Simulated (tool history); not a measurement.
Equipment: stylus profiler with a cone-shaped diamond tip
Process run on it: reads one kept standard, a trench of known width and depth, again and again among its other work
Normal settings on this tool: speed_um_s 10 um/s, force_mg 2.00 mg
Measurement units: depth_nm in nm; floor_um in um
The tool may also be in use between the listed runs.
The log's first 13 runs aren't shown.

run	hour	speed_um_s	force_mg	scans with this tip	hours of work since the height scale was calibrated	depth_nm	floor_um
14	251.9	10	0.95	5603	435	100.91	18.50
15	267.3	10	0.95	5703	443	100.93	18.48
16	291.2	10	4.36	5859	455	102.54	18.54
17	306.6	2	3.40	5960	463	102.14	18.58
18	318.9	2	3.40	6040	469	102.13	18.56
19	344.9	25	3.91	6210	482	102.34	18.47
20	362.9	25	2.42	6328	491	101.70	18.49
21	389.2	25	2.42	6500	505	101.71	18.46
22	404.1	13	1.66	6597	512	101.32	18.47
23	416.3	13	1.66	6677	518	101.31	18.46
24	431.0	13	1.66	6773	526	101.31	18.52
25	457.3	13	1.66	6944	539	101.32	18.46
26	486.8	13	1.66	7137	554	101.33	18.51
27	500.5	13	1.66	7227	561	101.31	18.52
28	519.3	17	3.15	7350	571	102.04	18.54
29	547.7	17	3.15	7535	585	102.06	18.45
30	568.2	17	2.52	7669	595	101.78	18.50
31	592.4	3	1.71	7827	608	101.36	18.60

Consider 4 possible next runs. They are alternatives, not a sequence: every one starts from the tool as it was left by run 31. What does each give?
A	606.9	6	2.00	7922	615	?	?
B	606.9	7	2.00	7922	615	?	?
C	606.9	12	1.17	7922	615	?	?
D	606.9	3	1.43	7922	615	?	?

run	depth_nm	floor_um
A	101.49	18.56
B	101.47	18.56
C	101.04	18.49
D	101.17	18.55
Take away the tool's hidden state, keep each run's random variation, and the runs would have read:
run	depth_nm	floor_um
A	101.49	18.57
B	101.48	18.57
C	101.04	18.50
D	101.17	18.56

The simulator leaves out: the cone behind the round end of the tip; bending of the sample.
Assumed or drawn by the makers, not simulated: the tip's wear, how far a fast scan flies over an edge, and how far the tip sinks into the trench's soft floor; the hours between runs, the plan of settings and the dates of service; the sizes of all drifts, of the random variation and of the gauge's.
